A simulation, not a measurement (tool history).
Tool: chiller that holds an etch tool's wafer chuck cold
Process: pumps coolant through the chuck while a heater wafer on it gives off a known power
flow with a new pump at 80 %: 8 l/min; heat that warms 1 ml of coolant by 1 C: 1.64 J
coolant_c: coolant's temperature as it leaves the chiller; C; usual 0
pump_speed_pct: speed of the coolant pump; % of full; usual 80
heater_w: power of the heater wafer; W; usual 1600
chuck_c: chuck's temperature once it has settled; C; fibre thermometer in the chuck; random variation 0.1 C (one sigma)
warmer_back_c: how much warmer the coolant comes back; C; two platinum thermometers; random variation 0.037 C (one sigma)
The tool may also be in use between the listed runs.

run 1 hour=0 | coolant_c=0 pump_speed_pct=80 heater_w=1600 | chuck_c=15.8 warmer_back_c=7.76
run 2 hour=189.8 | coolant_c=0 pump_speed_pct=80 heater_w=1600 | chuck_c=15.9 warmer_back_c=7.75
run 3 hour=320.9 | coolant_c=0 pump_speed_pct=80 heater_w=1600 | chuck_c=15.9 warmer_back_c=7.77
run 4 hour=491.3 | coolant_c=0 pump_speed_pct=80 heater_w=1600 | chuck_c=16 warmer_back_c=7.68
-- hour=543.6 coolant pump overhauled
run 5 hour=617.1 | coolant_c=0 pump_speed_pct=80 heater_w=990 | chuck_c=9.6 warmer_back_c=4.5
run 6 hour=741.5 | coolant_c=0 pump_speed_pct=80 heater_w=990 | chuck_c=9.6 warmer_back_c=4.49
run 7 hour=924.9 | coolant_c=-10 pump_speed_pct=80 heater_w=990 | chuck_c=-0.2 warmer_back_c=4.51
run 8 hour=1027.7 | coolant_c=-10 pump_speed_pct=80 heater_w=990 | chuck_c=-0.1 warmer_back_c=4.54
run 9 hour=1178.2 | coolant_c=1 pump_speed_pct=80 heater_w=1600 | chuck_c=16.6 warmer_back_c=7.27
run 10 hour=1278.7 | coolant_c=0 pump_speed_pct=80 heater_w=1600 | chuck_c=15.5 warmer_back_c=7.35
-- hour=1296.8 chiller's thermometer calibrated
run 11 hour=1451.8 | coolant_c=0 pump_speed_pct=80 heater_w=1600 | chuck_c=15.8 warmer_back_c=7.43
run 12 hour=1648.5 | coolant_c=0 pump_speed_pct=62 heater_w=1467 | chuck_c=17.4 warmer_back_c=8.7
run 13 hour=1807.6 | coolant_c=0 pump_speed_pct=62 heater_w=1467 | chuck_c=17.5 warmer_back_c=8.76
run 14 hour=1964.6 | coolant_c=5 pump_speed_pct=95 heater_w=1407 | chuck_c=17.7 warmer_back_c=5.5

The next listed run, before its measurement:
run 15 hour=2058.8 | coolant_c=6 pump_speed_pct=80 heater_w=1407 | chuck_c=? warmer_back_c=?

Run 15 gave chuck_c 20.2 C, warmer_back_c 6.54 C.
Without the tool's hidden state the same run would have given chuck_c 19 C, warmer_back_c 6.45 C.

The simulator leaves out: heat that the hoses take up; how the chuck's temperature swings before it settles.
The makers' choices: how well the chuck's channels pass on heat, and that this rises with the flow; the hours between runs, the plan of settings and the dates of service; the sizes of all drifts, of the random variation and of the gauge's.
